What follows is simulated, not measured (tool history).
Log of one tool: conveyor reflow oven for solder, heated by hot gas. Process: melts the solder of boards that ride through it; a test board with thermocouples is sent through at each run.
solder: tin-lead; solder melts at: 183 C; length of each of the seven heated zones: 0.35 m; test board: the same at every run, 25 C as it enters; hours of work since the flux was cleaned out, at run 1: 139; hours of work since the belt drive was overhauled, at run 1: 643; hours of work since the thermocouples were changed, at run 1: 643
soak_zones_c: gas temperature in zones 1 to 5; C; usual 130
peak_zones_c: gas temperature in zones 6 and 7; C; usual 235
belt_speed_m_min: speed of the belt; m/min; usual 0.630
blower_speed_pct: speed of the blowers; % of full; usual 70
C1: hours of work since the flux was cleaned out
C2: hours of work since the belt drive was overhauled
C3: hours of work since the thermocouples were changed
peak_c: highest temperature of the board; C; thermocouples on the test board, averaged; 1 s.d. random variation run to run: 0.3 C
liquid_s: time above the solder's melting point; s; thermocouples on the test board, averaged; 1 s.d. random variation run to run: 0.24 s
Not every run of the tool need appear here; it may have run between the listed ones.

Run 1, hour 0.0: usual settings; C1 139; C2 643; C3 643. Result: peak_c 216.1 C, liquid_s 46.4 s.
Run 2, hour 59.9: usual settings; C1 171; C2 675; C3 675. Result: peak_c 216.0 C, liquid_s 46.5 s.
Run 3, hour 143.0: usual settings but blower_speed_pct 55 % of full; C1 214; C2 718; C3 718. Result: peak_c 211.7 C, liquid_s 42.7 s.
Run 4, hour 213.2: usual settings but blower_speed_pct 55 % of full; C1 251; C2 755; C3 755. Result: peak_c 212.0 C, liquid_s 42.9 s.
Run 5, hour 300.6: usual settings but soak_zones_c 116 C; C1 297; C2 801; C3 801. Result: peak_c 213.2 C, liquid_s 41.3 s.
Run 6, hour 339.8: usual settings; C1 318; C2 821; C3 821. Result: peak_c 215.7 C, liquid_s 46.5 s.
Run 7, hour 401.3: usual settings but peak_zones_c 247 C; C1 350; C2 854; C3 854. Result: peak_c 226.4 C, liquid_s 53.1 s.
At hour 431.8: flux residue cleaned out of gas plates and filters.
Run 8, hour 467.2: usual settings but belt_speed_m_min 0.530 m/min; C1 19; C2 886; C3 886. Result: peak_c 221.6 C, liquid_s 61.0 s.
Run 9, hour 506.8: usual settings but belt_speed_m_min 0.530 m/min; C1 39; C2 906; C3 906. Result: peak_c 221.5 C, liquid_s 60.3 s.
Run 10, hour 554.0: usual settings but belt_speed_m_min 0.530 m/min; C1 64; C2 931; C3 931. Result: peak_c 221.5 C, liquid_s 60.8 s.
Run 11, hour 600.6: usual settings but blower_speed_pct 86 % of full; C1 89; C2 955; C3 955. Result: peak_c 219.2 C, liquid_s 49.3 s.
Run 12, hour 645.6: usual settings but blower_speed_pct 86 % of full; C1 112; C2 979; C3 979. Result: peak_c 218.7 C, liquid_s 49.6 s.
Run 13, hour 693.0: usual settings but blower_speed_pct 86 % of full; C1 137; C2 1004; C3 1004. Result: peak_c 219.6 C, liquid_s 49.5 s.
Run 14, hour 738.6: usual settings but blower_speed_pct 86 % of full; C1 161; C2 1028; C3 1028. Result: peak_c 219.2 C, liquid_s 49.5 s.
Run 15, hour 795.2: usual settings but blower_speed_pct 86 % of full; C1 191; C2 1058; C3 1058. Result: peak_c 219.8 C, liquid_s 48.9 s.
Run 16, hour 878.9: usual settings but peak_zones_c 228 C; C1 234; C2 1101; C3 1101. Result: peak_c 209.7 C, liquid_s 42.0 s.
Run 17, hour 947.4: usual settings but peak_zones_c 228 C, belt_speed_m_min 0.709 m/min, blower_speed_pct 53 % of full; C1 270; C2 1137; C3 1137. Result: peak_c 200.6 C, liquid_s 26.9 s.
Run 18, hour 986.2: usual settings but soak_zones_c 121 C, peak_zones_c 248 C, belt_speed_m_min 0.531 m/min, blower_speed_pct 72 % of full; C1 291; C2 1158; C3 1158. Result: peak_c 232.3 C, liquid_s 65.0 s.
Run 19, hour 1047.9: usual settings but soak_zones_c 121 C, peak_zones_c 248 C, belt_speed_m_min 0.531 m/min, blower_speed_pct 72 % of full; C1 323; C2 1190; C3 1190. Result: peak_c 232.8 C, liquid_s 64.6 s.
At hour 1127.2: flux residue cleaned out of gas plates and filters.
Run 20, hour 1141.2: usual settings but soak_zones_c 135 C, peak_zones_c 240 C, belt_speed_m_min 0.531 m/min, blower_speed_pct 72 % of full; C1 7; C2 1236; C3 1236. Result: peak_c 227.2 C, liquid_s 65.6 s.
Run 21, hour 1228.0: usual settings but soak_zones_c 135 C, peak_zones_c 240 C, belt_speed_m_min 0.698 m/min, blower_speed_pct 68 % of full; C1 53; C2 1282; C3 1282. Result: peak_c 217.0 C, liquid_s 43.1 s.
Run 22, hour 1291.7: usual settings but peak_zones_c 245 C, blower_speed_pct 75 % of full; C1 86; C2 1315; C3 1315. Result: peak_c 225.8 C, liquid_s 52.8 s.
Run 23, hour 1361.0: usual settings but peak_zones_c 250 C, belt_speed_m_min 0.527 m/min; C1 123; C2 1352; C3 1352. Result: peak_c 235.8 C, liquid_s 68.7 s.
At hour 1430.9: belt drive overhauled, speed set with a stopwatch.
Run 24, hour 1438.8: usual settings but soak_zones_c 140 C, belt_speed_m_min 0.543 m/min; C1 161; C2 4; C3 1390. Result: peak_c 222.1 C, liquid_s 63.2 s.
At hour 1494.4: thermocouples of zones 6 and 7 changed.
Run 25, hour 1498.9: usual settings but soak_zones_c 115 C, belt_speed_m_min 0.543 m/min; C1 192; C2 35; C3 2. Result: peak_c 218.6 C, liquid_s 52.8 s.
Run 26, hour 1586.0: usual settings but soak_zones_c 115 C, belt_speed_m_min 0.543 m/min; C1 238; C2 80; C3 48. Result: peak_c 219.0 C, liquid_s 52.5 s.
Run 27, hour 1633.2: usual settings but soak_zones_c 115 C, belt_speed_m_min 0.550 m/min, blower_speed_pct 76 % of full; C1 262; C2 105; C3 73. Result: peak_c 219.6 C, liquid_s 52.9 s.
Run 28, hour 1671.9: usual settings but soak_zones_c 115 C, belt_speed_m_min 0.550 m/min, blower_speed_pct 76 % of full; C1 283; C2 125; C3 93. Result: peak_c 219.3 C, liquid_s 52.9 s.
Run 29, hour 1734.2: usual settings but soak_zones_c 115 C, belt_speed_m_min 0.550 m/min, blower_speed_pct 76 % of full; C1 315; C2 158; C3 126. Result: peak_c 219.8 C, liquid_s 52.9 s.
Run 30, hour 1771.4: usual settings but soak_zones_c 115 C, peak_zones_c 223 C, belt_speed_m_min 0.667 m/min, blower_speed_pct 76 % of full; C1 335; C2 178; C3 145. Result: peak_c 202.8 C, liquid_s 29.1 s.
Run 31, hour 1809.5: usual settings but soak_zones_c 125 C, peak_zones_c 247 C, belt_speed_m_min 0.641 m/min, blower_speed_pct 90 % of full; C1 355; C2 198; C3 165. Result: peak_c 229.6 C, liquid_s 52.7 s.

Below are 3 alternative next runs, each starting from the tool's condition after run 31. Predict each:
At hour 1824.4: flux residue cleaned out of gas plates and filters.
Run A, hour 1890.6: usual settings but soak_zones_c 133 C, peak_zones_c 242 C; C1 35; C2 237; C3 205. Result: peak_c ?, liquid_s ?.
At hour 1824.4: flux residue cleaned out of gas plates and filters.
Run B, hour 1890.6: usual settings but soak_zones_c 125 C, peak_zones_c 247 C, belt_speed_m_min 0.641 m/min, blower_speed_pct 57 % of full; C1 35; C2 237; C3 205. Result: peak_c ?, liquid_s ?.
At hour 1824.4: flux residue cleaned out of gas plates and filters.
Run C, hour 1890.6: usual settings but soak_zones_c 133 C, belt_speed_m_min 0.719 m/min, blower_speed_pct 73 % of full; C1 35; C2 237; C3 205. Result: peak_c ?, liquid_s ?.

run  peak_c  liquid_s
  A   222.6      51.5
  B   220.5      46.8
  C   212.0      38.4
With no hidden state in the tool, these same runs would have given:
run  peak_c  liquid_s
  A   222.6      51.5
  B   220.5      46.8
  C   212.0      38.4
